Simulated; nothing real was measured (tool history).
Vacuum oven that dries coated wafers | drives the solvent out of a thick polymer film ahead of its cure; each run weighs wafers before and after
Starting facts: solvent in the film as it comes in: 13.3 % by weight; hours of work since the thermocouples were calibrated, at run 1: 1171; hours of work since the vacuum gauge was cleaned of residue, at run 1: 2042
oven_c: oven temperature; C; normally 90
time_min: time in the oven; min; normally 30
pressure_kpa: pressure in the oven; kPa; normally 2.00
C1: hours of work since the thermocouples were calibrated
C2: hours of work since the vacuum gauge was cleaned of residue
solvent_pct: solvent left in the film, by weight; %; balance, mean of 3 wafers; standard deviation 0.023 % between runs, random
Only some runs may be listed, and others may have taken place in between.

Run 1, hour 0.0: usual settings; C1 1171; C2 2042. Result: solvent_pct 2.46 %.
Run 2, hour 50.3: usual settings; C1 1197; C2 2069. Result: solvent_pct 2.44 %.
Run 3, hour 95.9: usual settings; C1 1222; C2 2093. Result: solvent_pct 2.43 %.
Run 4, hour 190.6: usual settings; C1 1272; C2 2143. Result: solvent_pct 2.46 %.
Run 5, hour 273.9: usual settings; C1 1316; C2 2188. Result: solvent_pct 2.44 %.
Run 6, hour 347.7: usual settings but oven_c 84 C; C1 1355; C2 2227. Result: solvent_pct 4.04 %.
Run 7, hour 417.9: usual settings but oven_c 93 C; C1 1392; C2 2264. Result: solvent_pct 1.77 %.
Run 8, hour 495.0: usual settings but oven_c 93 C; C1 1433; C2 2305. Result: solvent_pct 1.78 %.
Run 9, hour 539.8: usual settings; C1 1457; C2 2329. Result: solvent_pct 2.42 %.
Run 10, hour 601.4: usual settings; C1 1490; C2 2361. Result: solvent_pct 2.42 %.
Run 11, hour 682.5: usual settings but time_min 37 min, pressure_kpa 1.49 kPa; C1 1533; C2 2404. Result: solvent_pct 1.68 %.
Run 12, hour 743.1: usual settings but time_min 37 min, pressure_kpa 1.49 kPa; C1 1565; C2 2437. Result: solvent_pct 1.67 %.
Run 13, hour 822.6: usual settings but time_min 37 min, pressure_kpa 1.49 kPa; C1 1607; C2 2479. Result: solvent_pct 1.69 %.
Run 14, hour 895.0: usual settings but time_min 28 min, pressure_kpa 1.76 kPa; C1 1646; C2 2517. Result: solvent_pct 2.51 %.
Run 15, hour 966.9: usual settings but oven_c 92 C, time_min 38 min, pressure_kpa 2.63 kPa; C1 1684; C2 2555. Result: solvent_pct 1.66 %.
Run 16, hour 1040.3: usual settings but oven_c 91 C, pressure_kpa 7.86 kPa; C1 1723; C2 2594. Result: solvent_pct 4.03 %.
At hour 1127.0: oven's thermocouples calibrated.
Run 17, hour 1133.2: usual settings but oven_c 75 C, time_min 16 min, pressure_kpa 1.30 kPa; C1 3; C2 2642. Result: solvent_pct 8.50 %.
Run 18, hour 1230.3: usual settings but oven_c 88 C, time_min 41 min, pressure_kpa 7.65 kPa; C1 55; C2 2694. Result: solvent_pct 4.42 %.
Run 19, hour 1290.4: usual settings but oven_c 96 C, time_min 27 min, pressure_kpa 2.07 kPa; C1 87; C2 2726. Result: solvent_pct 1.68 %.
At hour 1347.2: vacuum gauge cleaned of residue and calibrated.
Run 20, hour 1373.1: usual settings but oven_c 97 C, time_min 27 min, pressure_kpa 1.54 kPa; C1 130; C2 14. Result: solvent_pct 1.20 %.

Branching from run 20: 4 alternative next runs. What would each branch give?
Run A, hour 1422.4: usual settings but oven_c 81 C, time_min 40 min, pressure_kpa 2.42 kPa; C1 156; C2 40. Result: solvent_pct ?.
Run B, hour 1422.4: usual settings but oven_c 75 C, time_min 44 min, pressure_kpa 1.86 kPa; C1 156; C2 40. Result: solvent_pct ?.
Run C, hour 1422.4: usual settings but oven_c 98 C, pressure_kpa 1.13 kPa; C1 156; C2 40. Result: solvent_pct ?.
Run D, hour 1422.4: usual settings but oven_c 85 C, time_min 27 min, pressure_kpa 1.54 kPa; C1 156; C2 40. Result: solvent_pct ?.

run  solvent_pct
  A         4.25
  B         5.49
  C         0.80
  D         4.16
Without the tool's hidden state the same runs would have given:
run  solvent_pct
  A         4.28
  B         5.53
  C         0.81
  D         4.19
